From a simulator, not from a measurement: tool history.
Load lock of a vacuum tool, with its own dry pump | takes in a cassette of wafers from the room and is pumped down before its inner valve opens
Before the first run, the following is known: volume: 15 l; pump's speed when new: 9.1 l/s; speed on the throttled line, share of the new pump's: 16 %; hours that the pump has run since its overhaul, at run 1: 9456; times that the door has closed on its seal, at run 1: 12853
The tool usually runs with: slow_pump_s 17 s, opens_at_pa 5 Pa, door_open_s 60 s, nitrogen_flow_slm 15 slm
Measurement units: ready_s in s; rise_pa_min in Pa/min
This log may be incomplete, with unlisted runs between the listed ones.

run    hour  slow_pump_s  opens_at_pa  door_open_s  nitrogen_flow_slm  hours that the pump has run since its overhaul  times that the door has closed on its seal  incoming humidity of the room's air, %  ready_s  rise_pa_min
  1     0.0           17            5           60                 15                                            9456                                       12853                                    44.1     31.1        0.078
  2   167.4           17            5           60                 15                                            9624                                       13210                                    43.2     30.9        0.084
  3   335.3           17            5           60                 15                                            9792                                       13569                                    43.4     31.1        0.083
  4   631.9           17            8           60                 15                                           10088                                       14203                                    43.9     30.3        0.089
  5   853.1           17            8           60                 15                                           10310                                       14675                                    43.9     30.1        0.087
      971.0  -- dry pump taken out, an overhauled one fitted
  6  1061.8           17            5           60                 15                                              91                                       15108                                    46.5     31.0        0.087
  7  1374.5           17            5           60                 15                                             404                                       15776                                    45.4     30.9        0.085
  8  1577.1           17            5           60                 15                                             606                                       16208                                    46.2     31.0        0.081
  9  1911.7           17            5           60                 15                                             941                                       16923                                    41.8     30.7        0.077
 10  2162.8            9            5           60                 15                                            1192                                       17459                                    46.3     24.1        0.083
 11  2485.3            9            5           60                 15                                            1514                                       18148                                    44.8     24.2        0.080
 12  2760.5           17            5           60                 13                                            1790                                       18736                                    47.1     31.1        0.093
 13  2941.9           17            5           60                 15                                            1971                                       19123                                    44.5     31.1        0.082
 14  3094.0           17            5          148                 15                                            2123                                       19448                                    41.6     31.0        0.139
 15  3366.0           17            5          148                 15                                            2395                                       20029                                    47.5     31.0        0.154
 16  3679.2           17            5          204                 15                                            2708                                       20698                                    46.8     30.9        0.183
 17  3828.2           17            5           60                 21                                            2857                                       21016                                    47.7     30.9        0.078
 18  4176.6           17            5           60                 15                                            3206                                       21760                                    46.3     31.1        0.088
 19  4388.3           17            5           60                 15                                            3417                                       22212                                    45.4     31.4        0.087
 20  4731.8           14            4          228                 16                                            3761                                       22946                                    46.5     28.9        0.194
 21  4875.1           14            6           94                 11                                            3904                                       23252                                    42.0     28.1        0.116
 22  5213.2           14            6           94                 11                                            4242                                       23974                                    44.4     28.3        0.118
 23  5433.8           17            4           80                 15                                            4463                                       24445                                    45.5     31.2        0.098
 24  5639.7           17            4           80                 15                                            4669                                       24885                                    45.6     31.4        0.103
 25  5831.4           17            4           80                 15                                            4860                                       25294                                    45.0     31.2        0.105
 26  6040.7           10            7           34                  9                                            5070                                       25741                                    47.3     24.6        0.073
 27  6231.1           17            5          161                 15                                            5260                                       26148                                    45.3     31.2        0.158
 28  6419.1           27            5           42                 14                                            5448                                       26549                                    43.0     39.4        0.067
 29  6739.8           27            5           42                 14                                            5769                                       27234                                    42.6     39.1        0.070
 30  7004.7           27            5           42                 14                                            6034                                       27800                                    47.1     39.3        0.072
 31  7169.0           27            8          115                  7                                            6198                                       28151                                    43.2     38.1        0.136
 32  7367.4           27            9          115                  7                                            6396                                       28575                                    44.4     38.2        0.146
 33  7699.0           22            5          132                 15                                            6728                                       29283                                    43.1     35.1        0.133
 34  7843.7           33            5          115                 26                                            6873                                       29592                                    44.2     44.5        0.108
 35  8154.3           33            5          115                 26                                            7183                                       30255                                    47.1     44.5        0.109
 36  8331.2           20            7           56                 26                                            7360                                       30633                                    46.8     33.1        0.069

Forecast each of these 4 alternatives for the next run:
  A  8627.8           18            5           82                  5                                            7657                                       31267                                    44.1        ?            ?
  B  8627.8           17            6           60                 31                                            7657                                       31267                                    43.1        ?            ?
  C  8627.8           17            5           60                  5                                            7657                                       31267                                    40.1        ?            ?
  D  8627.8           19            6           78                 26                                            7657                                       31267                                    43.6        ?            ?

run  ready_s  rise_pa_min
  A     32.0        0.125
  B     30.8        0.057
  C     31.1        0.093
  D     32.1        0.076
Stripped of hidden state, with their random variation kept, the same runs would have yielded:
run  ready_s  rise_pa_min
  A     32.0        0.123
  B     30.7        0.055
  C     31.1        0.091
  D     32.1        0.074

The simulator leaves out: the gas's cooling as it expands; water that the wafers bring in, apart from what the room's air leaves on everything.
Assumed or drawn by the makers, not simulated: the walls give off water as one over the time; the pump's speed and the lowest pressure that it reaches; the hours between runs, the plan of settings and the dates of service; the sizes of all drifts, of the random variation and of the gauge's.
